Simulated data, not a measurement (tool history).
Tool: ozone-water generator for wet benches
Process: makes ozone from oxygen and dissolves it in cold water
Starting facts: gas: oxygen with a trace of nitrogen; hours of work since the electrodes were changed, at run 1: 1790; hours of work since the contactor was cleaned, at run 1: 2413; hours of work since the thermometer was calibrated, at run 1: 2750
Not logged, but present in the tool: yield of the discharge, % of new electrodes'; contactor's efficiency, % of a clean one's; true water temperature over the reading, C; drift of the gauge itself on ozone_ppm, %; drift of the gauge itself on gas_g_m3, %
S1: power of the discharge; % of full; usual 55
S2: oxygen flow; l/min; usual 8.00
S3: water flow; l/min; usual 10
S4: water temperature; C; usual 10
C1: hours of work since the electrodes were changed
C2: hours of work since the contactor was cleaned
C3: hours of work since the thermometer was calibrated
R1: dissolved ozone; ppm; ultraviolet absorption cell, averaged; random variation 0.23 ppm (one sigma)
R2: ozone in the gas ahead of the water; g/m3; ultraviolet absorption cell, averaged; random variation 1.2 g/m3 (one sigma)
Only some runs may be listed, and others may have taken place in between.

Run 1, hour 0.0: usual settings; C1 1790; C2 2413; C3 2750. Result: R1 31.3 ppm, R2 214.1 g/m3.
Run 2, hour 92.7: usual settings; C1 1867; C2 2491; C3 2828. Result: R1 31.8 ppm, R2 214.0 g/m3.
Run 3, hour 156.8: usual settings; C1 1921; C2 2544; C3 2881. Result: R1 31.4 ppm, R2 211.3 g/m3.
Run 4, hour 223.2: usual settings; C1 1976; C2 2600; C3 2937. Result: R1 31.5 ppm, R2 212.1 g/m3.
Run 5, hour 286.7: usual settings; C1 2029; C2 2653; C3 2990. Result: R1 31.2 ppm, R2 212.1 g/m3.
Run 6, hour 364.7: usual settings; C1 2095; C2 2718; C3 3055. Result: R1 31.4 ppm, R2 210.7 g/m3.
Run 7, hour 481.3: usual settings but S4 15 C; C1 2192; C2 2815; C3 3152. Result: R1 28.0 ppm, R2 210.9 g/m3.
Run 8, hour 557.6: usual settings but S3 9 l/min; C1 2256; C2 2879; C3 3216. Result: R1 33.7 ppm, R2 210.7 g/m3.
Run 9, hour 697.0: usual settings; C1 2372; C2 2995; C3 3332. Result: R1 31.1 ppm, R2 210.3 g/m3.
Run 10, hour 809.7: usual settings but S4 5 C; C1 2466; C2 3089; C3 3426. Result: R1 33.8 ppm, R2 208.5 g/m3.
Run 11, hour 906.1: usual settings but S4 14 C; C1 2547; C2 3170; C3 3507. Result: R1 27.8 ppm, R2 209.0 g/m3.
Run 12, hour 1006.9: usual settings; C1 2631; C2 3254; C3 3591. Result: R1 30.5 ppm, R2 209.1 g/m3.
Run 13, hour 1081.1: usual settings; C1 2693; C2 3316; C3 3653. Result: R1 30.2 ppm, R2 208.7 g/m3.
Run 14, hour 1194.9: usual settings; C1 2788; C2 3411; C3 3748. Result: R1 30.3 ppm, R2 206.3 g/m3.
Run 15, hour 1274.9: usual settings but S1 56 % of full, S4 6 C; C1 2855; C2 3478; C3 3815. Result: R1 33.3 ppm, R2 209.7 g/m3.
Run 16, hour 1416.5: usual settings but S1 59 % of full, S2 6.65 l/min, S3 8 l/min, S4 11 C; C1 2973; C2 3596; C3 3933. Result: R1 38.2 ppm, R2 240.7 g/m3.
Run 17, hour 1508.0: usual settings but S1 41 % of full, S2 10.56 l/min; C1 3049; C2 3672; C3 4009. Result: R1 22.9 ppm, R2 143.9 g/m3.
Run 18, hour 1624.5: usual settings but S1 41 % of full, S2 10.56 l/min, S3 12 l/min, S4 14 C; C1 3147; C2 3770; C3 4107. Result: R1 18.2 ppm, R2 143.5 g/m3.
Run 19, hour 1715.6: usual settings but S1 53 % of full, S2 5.07 l/min, S4 12 C; C1 3223; C2 3846; C3 4183. Result: R1 29.8 ppm, R2 257.2 g/m3.
At hour 1723.0: water thermometer calibrated.
Run 20, hour 1847.8: usual settings but S1 53 % of full, S2 5.07 l/min, S4 5 C; C1 3333; C2 3956; C3 104. Result: R1 33.5 ppm, R2 254.6 g/m3.
Run 21, hour 1994.5: usual settings but S4 6 C; C1 3455; C2 4078; C3 227. Result: R1 31.4 ppm, R2 205.5 g/m3.
Run 22, hour 2139.6: usual settings but S1 67 % of full, S2 6.90 l/min, S3 7 l/min, S4 6 C; C1 3576; C2 4199; C3 348. Result: R1 50.0 ppm, R2 253.6 g/m3.
Run 23, hour 2212.9: usual settings but S1 62 % of full, S4 9 C; C1 3637; C2 4261; C3 409. Result: R1 32.3 ppm, R2 222.4 g/m3.
Run 24, hour 2337.8: usual settings but S1 61 % of full, S2 13.04 l/min, S3 14 l/min, S4 6 C; C1 3742; C2 4365; C3 513. Result: R1 23.1 ppm, R2 167.1 g/m3.
At hour 2451.2: water thermometer calibrated, once more.
Run 25, hour 2457.7: usual settings but S1 61 % of full, S2 9.09 l/min, S3 14 l/min; C1 3841; C2 4465; C3 5. Result: R1 23.0 ppm, R2 202.6 g/m3.
Run 26, hour 2595.4: usual settings but S1 57 % of full, S2 5.83 l/min, S3 12 l/min; C1 3956; C2 4580; C3 120. Result: R1 26.9 ppm, R2 246.8 g/m3.
Run 27, hour 2691.0: usual settings but S3 9 l/min, S4 11 C; C1 4036; C2 4659; C3 200. Result: R1 30.6 ppm, R2 199.7 g/m3.

Branching from run 27: 5 alternative next runs. What would each branch give?
Run A, hour 2764.5: usual settings but S2 10.84 l/min, S3 9 l/min, S4 11 C; C1 4098; C2 4721; C3 262. Result: R1 ?, R2 ?.
Run B, hour 2764.5: usual settings but S2 4.36 l/min, S4 12 C; C1 4098; C2 4721; C3 262. Result: R1 ?, R2 ?.
Run C, hour 2764.5: usual settings but S2 8.40 l/min; C1 4098; C2 4721; C3 262. Result: R1 ?, R2 ?.
Run D, hour 2764.5: usual settings but S2 4.54 l/min, S3 6 l/min, S4 8 C; C1 4098; C2 4721; C3 262. Result: R1 ?, R2 ?.
Run E, hour 2764.5: usual settings but S2 9.25 l/min, S3 14 l/min, S4 11 C; C1 4098; C2 4721; C3 262. Result: R1 ?, R2 ?.

run    R1     R2
  A  28.5  170.3
  B  30.2  276.6
  C  28.5  194.7
  D  49.8  273.9
  E  20.8  185.3
The same runs, with their run-to-run variation unchanged, on a tool lacking any hidden condition would have given:
run    R1     R2
  A  33.9  189.6
  B  36.0  307.9
  C  34.0  216.9
  D  58.6  305.0
  E  25.0  206.3

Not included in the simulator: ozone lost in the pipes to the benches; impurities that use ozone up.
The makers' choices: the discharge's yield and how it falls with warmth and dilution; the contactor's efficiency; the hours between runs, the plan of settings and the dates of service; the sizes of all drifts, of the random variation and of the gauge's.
